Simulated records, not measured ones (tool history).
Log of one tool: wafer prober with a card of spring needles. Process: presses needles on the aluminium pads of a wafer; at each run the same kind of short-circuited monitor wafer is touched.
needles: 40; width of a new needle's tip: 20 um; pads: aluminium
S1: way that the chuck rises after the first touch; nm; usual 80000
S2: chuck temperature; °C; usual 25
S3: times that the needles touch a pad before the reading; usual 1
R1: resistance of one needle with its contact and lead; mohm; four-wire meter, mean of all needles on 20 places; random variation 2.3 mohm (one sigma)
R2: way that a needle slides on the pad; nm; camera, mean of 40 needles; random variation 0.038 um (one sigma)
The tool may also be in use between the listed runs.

{"run": 1, "day": 0.0, "S1": 80000, "S2": 25, "S3": 1, "R1": 262, "R2": 18290}
{"day": 0.354, "done": "tips cleaned on abrasive film"}
{"day": 0.938, "done": "tips cleaned on abrasive film"}
{"run": 2, "day": 1.258, "S1": 80000, "S2": 25, "S3": 1, "R1": 256, "R2": 18210}
{"day": 1.567, "done": "tips cleaned on abrasive film"}
{"run": 3, "day": 2.092, "S1": 80000, "S2": 25, "S3": 1, "R1": 255, "R2": 18220}
{"day": 2.179, "done": "tips cleaned on abrasive film"}
{"day": 2.738, "done": "tips cleaned on abrasive film"}
{"run": 4, "day": 2.829, "S1": 67000, "S2": 25, "S3": 1, "R1": 261, "R2": 15230}
{"day": 3.354, "done": "tips cleaned on abrasive film"}
{"day": 3.908, "done": "tips cleaned on abrasive film"}
{"run": 5, "day": 4.071, "S1": 67000, "S2": 25, "S3": 1, "R1": 263, "R2": 15240}
{"day": 4.538, "done": "tips cleaned on abrasive film"}
{"run": 6, "day": 4.958, "S1": 80000, "S2": 25, "S3": 1, "R1": 262, "R2": 18160}
{"day": 5.138, "done": "tips cleaned on abrasive film"}
{"day": 5.704, "done": "tips cleaned on abrasive film"}
{"run": 7, "day": 5.717, "S1": 80000, "S2": 25, "S3": 1, "R1": 256, "R2": 18160}
{"day": 6.283, "done": "tips cleaned on abrasive film"}
{"day": 6.871, "done": "tips cleaned on abrasive film"}
{"run": 8, "day": 6.983, "S1": 94000, "S2": 25, "S3": 1, "R1": 257, "R2": 21380}
{"day": 7.475, "done": "tips cleaned on abrasive film"}
{"run": 9, "day": 7.775, "S1": 94000, "S2": 25, "S3": 1, "R1": 258, "R2": 21300}
{"day": 8.121, "done": "tips cleaned on abrasive film"}
{"day": 8.696, "done": "tips cleaned on abrasive film"}
{"run": 10, "day": 8.892, "S1": 94000, "S2": 25, "S3": 1, "R1": 257, "R2": 21300}
{"day": 9.296, "done": "tips cleaned on abrasive film"}
{"run": 11, "day": 9.746, "S1": 94000, "S2": 25, "S3": 1, "R1": 260, "R2": 21290}
{"day": 9.862, "done": "tips cleaned on abrasive film"}
{"run": 12, "day": 10.321, "S1": 94000, "S2": 25, "S3": 1, "R1": 258, "R2": 21400}
{"day": 10.471, "done": "tips cleaned on abrasive film"}
{"day": 11.083, "done": "tips cleaned on abrasive film"}
{"run": 13, "day": 11.083, "S1": 80000, "S2": 55, "S3": 1, "R1": 274, "R2": 18090}
{"day": 11.679, "done": "tips cleaned on abrasive film"}
{"run": 14, "day": 11.883, "S1": 96000, "S2": 25, "S3": 2, "R1": 254, "R2": 21720}
{"day": 12.296, "done": "tips cleaned on abrasive film"}
{"day": 12.896, "done": "tips cleaned on abrasive film"}
{"run": 15, "day": 12.958, "S1": 80000, "S2": 30, "S3": 2, "R1": 256, "R2": 18100}
{"day": 13.512, "done": "tips cleaned on abrasive film"}
{"run": 16, "day": 13.788, "S1": 80000, "S2": 32, "S3": 2, "R1": 262, "R2": 18130}
{"day": 14.142, "done": "tips cleaned on abrasive film"}
{"run": 17, "day": 14.338, "S1": 80000, "S2": 32, "S3": 2, "R1": 262, "R2": 18160}
{"day": 14.7, "done": "tips cleaned on abrasive film"}
{"day": 14.879, "done": "height of the first contact set anew"}
{"run": 18, "day": 14.879, "S1": 69000, "S2": 60, "S3": 2, "R1": 270, "R2": 15620}
{"day": 15.333, "done": "tips cleaned on abrasive film"}
{"day": 15.933, "done": "tips cleaned on abrasive film"}
{"run": 19, "day": 15.933, "S1": 96000, "S2": 34, "S3": 1, "R1": 265, "R2": 21750}
{"day": 16.521, "done": "tips cleaned on abrasive film"}
{"run": 20, "day": 16.708, "S1": 90000, "S2": 120, "S3": 2, "R1": 283, "R2": 20350}
{"day": 17.079, "done": "tips cleaned on abrasive film"}
{"run": 21, "day": 17.317, "S1": 74000, "S2": 124, "S3": 2, "R1": 287, "R2": 16690}
{"day": 17.721, "done": "tips cleaned on abrasive film"}
{"day": 18.283, "done": "tips cleaned on abrasive film"}
{"run": 22, "day": 18.538, "S1": 86000, "S2": 25, "S3": 1, "R1": 258, "R2": 19430}
{"day": 18.862, "done": "tips cleaned on abrasive film"}
{"run": 23, "day": 19.283, "S1": 86000, "S2": 25, "S3": 1, "R1": 259, "R2": 19350}
{"day": 19.483, "done": "tips cleaned on abrasive film"}
{"run": 24, "day": 19.812, "S1": 86000, "S2": 25, "S3": 1, "R1": 258, "R2": 19320}
{"day": 20.075, "done": "tips cleaned on abrasive film"}
{"run": 25, "day": 20.504, "S1": 80000, "S2": 25, "S3": 3, "R1": 259, "R2": 18010}

Forecast each of these 4 alternatives for the next run:
{"day": 20.675, "done": "tips cleaned on abrasive film"}
{"day": 21.3, "done": "tips cleaned on abrasive film"}
{"run": "A", "day": 21.429, "S1": 76000, "S2": 25, "S3": 3, "R1": "?", "R2": "?"}
{"day": 20.675, "done": "tips cleaned on abrasive film"}
{"day": 21.3, "done": "tips cleaned on abrasive film"}
{"run": "B", "day": 21.429, "S1": 78000, "S2": 61, "S3": 2, "R1": "?", "R2": "?"}
{"day": 20.675, "done": "tips cleaned on abrasive film"}
{"day": 21.3, "done": "tips cleaned on abrasive film"}
{"run": "C", "day": 21.429, "S1": 66000, "S2": 56, "S3": 2, "R1": "?", "R2": "?"}
{"day": 20.675, "done": "tips cleaned on abrasive film"}
{"day": 21.3, "done": "tips cleaned on abrasive film"}
{"run": "D", "day": 21.429, "S1": 80000, "S2": 111, "S3": 1, "R1": "?", "R2": "?"}

run=A R1=256 R2=17180
run=B R1=270 R2=17600
run=C R1=275 R2=14860
run=D R1=283 R2=18090
Without the tool's hidden state the same runs would have given:
run=A R1=256 R2=17360
run=B R1=270 R2=17770
run=C R1=275 R2=15010
run=D R1=282 R2=18270
